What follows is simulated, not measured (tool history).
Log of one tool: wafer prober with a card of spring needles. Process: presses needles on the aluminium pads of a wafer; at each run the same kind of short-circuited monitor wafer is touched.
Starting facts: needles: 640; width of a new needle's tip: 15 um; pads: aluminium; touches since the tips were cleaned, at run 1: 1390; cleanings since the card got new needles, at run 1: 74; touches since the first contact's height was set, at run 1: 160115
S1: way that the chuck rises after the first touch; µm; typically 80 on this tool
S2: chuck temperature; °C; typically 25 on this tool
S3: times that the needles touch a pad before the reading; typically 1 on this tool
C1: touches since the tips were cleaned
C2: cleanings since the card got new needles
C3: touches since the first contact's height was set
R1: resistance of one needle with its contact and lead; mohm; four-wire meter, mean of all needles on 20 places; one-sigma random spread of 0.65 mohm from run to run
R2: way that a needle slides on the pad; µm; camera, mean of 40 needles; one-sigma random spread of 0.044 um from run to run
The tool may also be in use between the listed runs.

run	hour	S1	S2	S3	C1	C2	C3	R1	R2
1	0	80	25	1	1390	74	160115	220.4	10.57
# hour 2.4: tips cleaned on abrasive film
# hour 7.8: tips cleaned on abrasive film
2	10.6	61	25	1	1083	76	164060	221.7	7.95
# hour 13.7: tips cleaned on abrasive film
# hour 19.4: tips cleaned on abrasive film
# hour 24.9: tips cleaned on abrasive film
3	26.1	61	25	1	446	79	169772	220.3	7.97
# hour 30.3: tips cleaned on abrasive film
4	33.5	80	102	1	1215	80	172530	236.5	10.6
# hour 35.8: tips cleaned on abrasive film
# hour 41.1: tips cleaned on abrasive film
5	41.1	80	28	1	0	82	175315	216.1	10.62
# hour 46.6: tips cleaned on abrasive film
6	50.1	80	28	1	1304	83	178681	219.9	10.6
# hour 52.5: tips cleaned on abrasive film
# hour 58.5: tips cleaned on abrasive film
7	61.2	80	28	1	1019	85	182823	219.7	10.56
# hour 64.5: tips cleaned on abrasive film
# hour 70.1: tips cleaned on abrasive film
8	72.9	60	25	1	1037	87	187142	222.4	7.81
# hour 75.7: tips cleaned on abrasive film
# hour 81.1: tips cleaned on abrasive film
9	82.7	60	25	1	579	89	190765	221.6	7.76
# hour 86.6: tips cleaned on abrasive film
10	90.3	60	25	1	1390	90	193604	224.6	7.71
# hour 92.3: tips cleaned on abrasive film
# hour 98.1: tips cleaned on abrasive film
# hour 103.6: tips cleaned on abrasive film
11	106.2	60	25	1	982	93	199500	223	7.65
# hour 108.7: tips cleaned on abrasive film
# hour 113.9: tips cleaned on abrasive film
12	116.7	60	25	1	1049	95	203399	223.5	7.65
# hour 119.1: tips cleaned on abrasive film
# hour 124.8: tips cleaned on abrasive film
13	124.9	60	25	1	45	97	206408	218.7	7.68
# hour 130.5: tips cleaned on abrasive film
14	134.5	60	25	1	1506	98	210000	226.5	7.7
# hour 135.6: tips cleaned on abrasive film
# hour 140.8: tips cleaned on abrasive film
# hour 146.1: tips cleaned on abrasive film
15	147.9	60	25	1	681	101	214958	221.2	7.7
# hour 151.6: tips cleaned on abrasive film
# hour 157: tips cleaned on abrasive film
16	158.2	80	84	3	428	103	218747	230.1	10.42
# hour 159.4: height of the first contact set anew
# hour 162.6: tips cleaned on abrasive film
# hour 168.4: tips cleaned on abrasive film
17	168.7	80	49	2	85	105	3441	221.5	10.29
# hour 174.4: tips cleaned on abrasive film
# hour 179.7: tips cleaned on abrasive film
18	182.2	98	90	2	932	107	8472	230.6	12.73
# hour 185: tips cleaned on abrasive film
# hour 190.8: tips cleaned on abrasive film
# hour 193: height of the first contact set anew, once more
# hour 197: tips cleaned on abrasive film
19	197	60	67	3	0	110	1489	229	8.37
# hour 202.4: tips cleaned on abrasive film
# hour 207.8: tips cleaned on abrasive film
20	207.8	96	32	3	0	112	5487	215.2	13.41
# hour 213.8: tips cleaned on abrasive film
21	216.9	88	34	1	1156	113	8874	220.3	12.27
# hour 219.2: tips cleaned on abrasive film
# hour 225.1: tips cleaned on abrasive film
# hour 230.6: tips cleaned on abrasive film
22	231.1	88	29	1	185	116	14116	216.2	12.17
# hour 236.8: tips cleaned on abrasive film
# hour 242.2: tips cleaned on abrasive film
23	242.6	66	61	2	146	118	18404	226	9.1
# hour 247.5: tips cleaned on abrasive film
# hour 253.4: tips cleaned on abrasive film
24	253.4	66	61	2	15	120	22410	225.7	9.09
# hour 259.4: tips cleaned on abrasive film
# hour 265.7: tips cleaned on abrasive film
25	267.6	69	35	3	713	122	27687	220	9.52
# hour 272: tips cleaned on abrasive film
# hour 277.1: tips cleaned on abrasive film
26	278.1	94	108	1	371	124	31576	233.9	12.99
# hour 283.1: tips cleaned on abrasive film
# hour 288.5: tips cleaned on abrasive film
27	293	94	108	1	1683	126	37123	236.3	12.92
# hour 294.1: tips cleaned on abrasive film
# hour 299.2: tips cleaned on abrasive film
28	300.2	97	114	1	369	128	39772	236.2	13.34
# hour 305: tips cleaned on abrasive film
# hour 310.4: tips cleaned on abrasive film
29	311.1	73	58	2	265	130	43810	225.1	9.94
# hour 316.2: tips cleaned on abrasive film
# hour 321.9: tips cleaned on abrasive film
30	323.4	80	30	1	593	132	48397	218.9	10.94

Each row is a separate what-if for the run after 30, all from the same tool condition, not one after another. Results?
# hour 327: tips cleaned on abrasive film
# hour 332.4: tips cleaned on abrasive film
A	335.9	80	42	1	1321	134	53011	?	?
# hour 327: tips cleaned on abrasive film
# hour 332.4: tips cleaned on abrasive film
B	335.9	97	95	1	1321	134	53011	?	?
# hour 327: tips cleaned on abrasive film
# hour 332.4: tips cleaned on abrasive film
C	335.9	73	25	2	1321	134	53011	?	?

run	R1	R2
A	222.6	10.89
B	231.8	13.25
C	217.5	10.04
Take away the tool's hidden state, keep each run's random variation, and the runs would have read:
run	R1	R2
A	218.1	11.05
B	229.4	13.4
C	214.1	10.2

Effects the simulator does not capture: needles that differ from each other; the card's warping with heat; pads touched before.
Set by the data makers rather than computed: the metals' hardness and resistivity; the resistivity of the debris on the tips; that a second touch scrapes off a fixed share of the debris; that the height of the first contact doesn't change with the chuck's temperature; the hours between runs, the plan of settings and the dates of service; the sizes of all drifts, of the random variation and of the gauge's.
